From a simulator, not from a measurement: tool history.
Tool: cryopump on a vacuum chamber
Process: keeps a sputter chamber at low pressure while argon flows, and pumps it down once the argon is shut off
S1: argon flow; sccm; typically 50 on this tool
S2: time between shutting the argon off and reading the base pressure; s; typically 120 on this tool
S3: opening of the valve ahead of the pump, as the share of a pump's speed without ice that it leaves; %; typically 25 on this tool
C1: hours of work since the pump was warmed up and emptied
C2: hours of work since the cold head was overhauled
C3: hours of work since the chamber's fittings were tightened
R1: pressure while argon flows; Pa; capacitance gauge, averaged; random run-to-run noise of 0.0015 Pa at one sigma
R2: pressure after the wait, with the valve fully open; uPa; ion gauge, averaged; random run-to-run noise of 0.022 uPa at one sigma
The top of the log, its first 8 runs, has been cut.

run	day	S1	S2	S3	C1	C2	C3	R1	R2
9	9.225	29	120	25	21	569	2458	0.2120	1.80
10	10.558	29	120	25	38	585	2475	0.2127	1.84
11	11.412	37	120	25	48	596	2485	0.2708	1.84
12	12.942	37	120	25	68	615	2504	0.2738	1.87
13	13.779	37	120	25	78	626	2515	0.2731	1.91
14	14.712	37	120	25	90	637	2527	0.2732	1.95
15	15.492	50	120	25	100	647	2536	0.3722	1.89
16	16.225	50	120	25	109	656	2546	0.3722	1.91
# day 17.404: leaking fittings of the chamber tightened, without venting
17	17.475	50	120	19	124	671	1	0.4884	0.66
18	18.738	50	120	19	139	687	17	0.4870	0.71
19	19.629	50	120	19	151	698	28	0.4890	0.70
20	20.583	50	104	39	163	710	40	0.2421	0.76
21	21.779	46	104	47	178	725	55	0.1859	0.75
22	22.842	46	104	47	191	738	68	0.1865	0.77
23	23.517	72	31	25	199	747	77	0.5393	1.63
24	24.988	85	88	31	218	765	95	0.5194	0.89
25	25.979	85	23	31	230	778	108	0.5198	2.07
26	27.079	35	27	28	244	791	121	0.2366	1.85
27	27.929	35	27	28	255	802	132	0.2357	1.79
28	29.096	49	35	34	269	817	147	0.2753	1.48
29	30.438	20	58	50	286	834	164	0.0790	1.16
30	31.600	37	21	27	301	848	178	0.2594	2.22
31	32.508	36	121	28	312	860	190	0.2451	0.81

Run 32, settings as shown, results not yet in. Your forecast:
32	33.367	36	121	28	323	870	200	?	?

{"run 32": {"R1": 0.2453, "R2": 0.84}}
With the hidden condition absent and the run-to-run variation left alone, this run would have shown R1 0.2350 Pa, R2 0.65 uPa.
